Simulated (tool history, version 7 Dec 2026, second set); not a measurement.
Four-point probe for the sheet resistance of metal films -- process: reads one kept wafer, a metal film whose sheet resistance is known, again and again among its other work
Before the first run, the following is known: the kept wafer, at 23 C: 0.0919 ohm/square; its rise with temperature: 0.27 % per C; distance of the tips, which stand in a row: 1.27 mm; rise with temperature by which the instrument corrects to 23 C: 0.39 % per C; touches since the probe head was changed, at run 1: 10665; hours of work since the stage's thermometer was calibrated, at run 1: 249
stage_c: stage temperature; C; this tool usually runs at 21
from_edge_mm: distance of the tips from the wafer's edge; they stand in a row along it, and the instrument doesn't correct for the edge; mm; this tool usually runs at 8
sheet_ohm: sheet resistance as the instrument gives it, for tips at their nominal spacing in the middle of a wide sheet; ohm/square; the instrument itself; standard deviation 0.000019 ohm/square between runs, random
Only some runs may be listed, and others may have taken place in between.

| run | day | stage_c | from_edge_mm | touches since the probe head was changed | hours of work since the stage's thermometer was calibrated | sheet_ohm |
|---|---|---|---|---|---|---|
| 1 | 0.000 | 21 | 8 | 10665 | 249 | 0.093446 |
| 2 | 0.762 | 20 | 8 | 11362 | 261 | 0.093582 |
| 3 | 1.888 | 20 | 8 | 12393 | 278 | 0.093574 |
| 4 | 2.604 | 20 | 8 | 13048 | 289 | 0.093547 |
| 5 | 3.450 | 20 | 8 | 13823 | 302 | 0.093586 |
| 6 | 4.204 | 20 | 8 | 14511 | 313 | 0.093585 |
| 7 | 5.012 | 21 | 43 | 15253 | 326 | 0.092285 |
| 8 | 5.829 | 21 | 43 | 15999 | 338 | 0.092293 |
| 9 | 6.733 | 21 | 43 | 16825 | 352 | 0.092288 |
| 10 | 7.562 | 21 | 43 | 17587 | 365 | 0.092257 |
| 11 | 8.233 | 21 | 8 | 18197 | 375 | 0.093449 |
|  | 8.346 | stage's thermometer calibrated |
| 12 | 9.088 | 31 | 8 | 18960 | 11 | 0.092357 |
| 13 | 10.233 | 21 | 4 | 20011 | 29 | 0.096927 |
| 14 | 10.775 | 21 | 4 | 20505 | 37 | 0.096932 |
| 15 | 11.283 | 21 | 4 | 20970 | 45 | 0.096960 |
| 16 | 11.938 | 23 | 9 | 21571 | 55 | 0.092974 |
| 17 | 12.862 | 24 | 3 | 22415 | 69 | 0.099914 |
| 18 | 13.908 | 33 | 20 | 23375 | 85 | 0.091151 |
| 19 | 14.512 | 33 | 20 | 23925 | 94 | 0.091163 |
|  | 14.738 | stage's thermometer calibrated, once more |
| 20 | 15.250 | 33 | 20 | 24581 | 8 | 0.091253 |
| 21 | 15.846 | 33 | 20 | 25128 | 17 | 0.091232 |
| 22 | 16.758 | 33 | 20 | 25963 | 31 | 0.091209 |
| 23 | 17.896 | 32 | 22 | 27002 | 48 | 0.091298 |
| 24 | 18.538 | 21 | 8 | 27591 | 58 | 0.093525 |
| 25 | 19.367 | 20 | 8 | 28350 | 71 | 0.093630 |
| 26 | 19.883 | 24 | 24 | 28824 | 79 | 0.092133 |
| 27 | 21.012 | 24 | 24 | 29854 | 96 | 0.092107 |
| 28 | 22.004 | 22 | 28 | 30763 | 111 | 0.092274 |
| 29 | 22.850 | 22 | 28 | 31537 | 124 | 0.092302 |

Forecast each of these 4 alternatives for the next run:
| A | 23.829 | 21 | 31 | 32433 | 139 | ? |
| B | 23.829 | 19 | 28 | 32433 | 139 | ? |
| C | 23.829 | 28 | 9 | 32433 | 139 | ? |
| D | 23.829 | 21 | 17 | 32433 | 139 | ? |

| run | sheet_ohm |
|---|---|
| A | 0.092377 |
| B | 0.092604 |
| C | 0.092531 |
| D | 0.092581 |
Take away the tool's hidden state, keep each run's random variation, and the runs would have read:
| run | sheet_ohm |
|---|---|
| A | 0.092195 |
| B | 0.092421 |
| C | 0.092349 |
| D | 0.092398 |

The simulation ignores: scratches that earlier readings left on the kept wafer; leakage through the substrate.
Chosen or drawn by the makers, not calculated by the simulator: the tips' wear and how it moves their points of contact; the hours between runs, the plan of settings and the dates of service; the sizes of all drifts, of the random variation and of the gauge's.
